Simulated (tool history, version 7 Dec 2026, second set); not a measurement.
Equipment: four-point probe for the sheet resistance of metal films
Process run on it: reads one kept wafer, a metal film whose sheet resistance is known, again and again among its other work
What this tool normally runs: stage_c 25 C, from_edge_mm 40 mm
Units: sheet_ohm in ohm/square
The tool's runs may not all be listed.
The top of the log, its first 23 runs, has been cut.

| run | hour | stage_c | from_edge_mm | sheet_ohm |
|---|---|---|---|---|
| 24 | 402.0 | 25 | 4 | 3.661512 |
| 25 | 416.1 | 25 | 4 | 3.661447 |
| 26 | 430.7 | 25 | 4 | 3.662425 |
| 27 | 454.4 | 22 | 70 | 3.485906 |
| 28 | 474.9 | 22 | 70 | 3.486278 |
| 29 | 498.1 | 19 | 10 | 3.519948 |
| 30 | 518.9 | 19 | 7 | 3.550320 |
| 31 | 540.0 | 19 | 12 | 3.510348 |
| 32 | 563.0 | 34 | 29 | 3.476338 |
| 33 | 573.8 | 22 | 19 | 3.493849 |
| 34 | 594.1 | 22 | 19 | 3.494684 |
| 35 | 610.4 | 22 | 19 | 3.493750 |
| 36 | 629.7 | 22 | 19 | 3.493393 |
| 37 | 652.9 | 22 | 4 | 3.664646 |
| 38 | 669.6 | 20 | 4 | 3.668013 |
| 39 | 689.2 | 20 | 4 | 3.668136 |
| 40 | 707.0 | 29 | 40 | 3.479622 |
| 41 | 727.1 | 22 | 6 | 3.568074 |
| 42 | 745.3 | 22 | 6 | 3.567573 |
| 43 | 761.0 | 22 | 6 | 3.568705 |

Run 44 comes next. What will it give?
| 44 | 780.6 | 22 | 6 | ? |

sheet_ohm: 3.567820 ohm/square
Were there no unlogged condition in the tool, this run, its random variation unchanged, would have produced sheet_ohm 3.548654 ohm/square.
